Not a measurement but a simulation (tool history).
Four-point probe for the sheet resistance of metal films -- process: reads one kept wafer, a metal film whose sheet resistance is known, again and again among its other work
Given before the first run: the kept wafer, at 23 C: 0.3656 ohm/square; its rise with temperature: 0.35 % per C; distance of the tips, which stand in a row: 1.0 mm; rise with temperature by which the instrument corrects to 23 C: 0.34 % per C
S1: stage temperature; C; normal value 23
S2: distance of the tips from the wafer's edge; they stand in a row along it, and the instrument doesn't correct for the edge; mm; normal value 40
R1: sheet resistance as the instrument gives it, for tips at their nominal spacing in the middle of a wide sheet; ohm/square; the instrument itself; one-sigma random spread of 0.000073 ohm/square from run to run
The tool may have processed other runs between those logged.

run	day	S1	S2	R1
1	0.000	23	40	0.365569
2	1.775	23	40	0.365538
3	2.921	23	7	0.369522
4	4.312	23	48	0.365635
5	6.458	23	48	0.365661
6	8.367	23	46	0.365580
7	10.375	20	40	0.365644
8	11.750	23	40	0.365613
9	13.371	25	55	0.365706
10	15.350	25	55	0.365640
11	17.029	23	24	0.365930
12	19.167	23	24	0.365743
13	20.592	23	49	0.365540
14	22.571	22	63	0.365699

Predict the results of run 15:
15	24.038	28	32	?

Logged for run 15: R1 0.365922 ohm/square.
Minus the tool's unlogged condition, the same run would have read R1 0.365971 ohm/square.

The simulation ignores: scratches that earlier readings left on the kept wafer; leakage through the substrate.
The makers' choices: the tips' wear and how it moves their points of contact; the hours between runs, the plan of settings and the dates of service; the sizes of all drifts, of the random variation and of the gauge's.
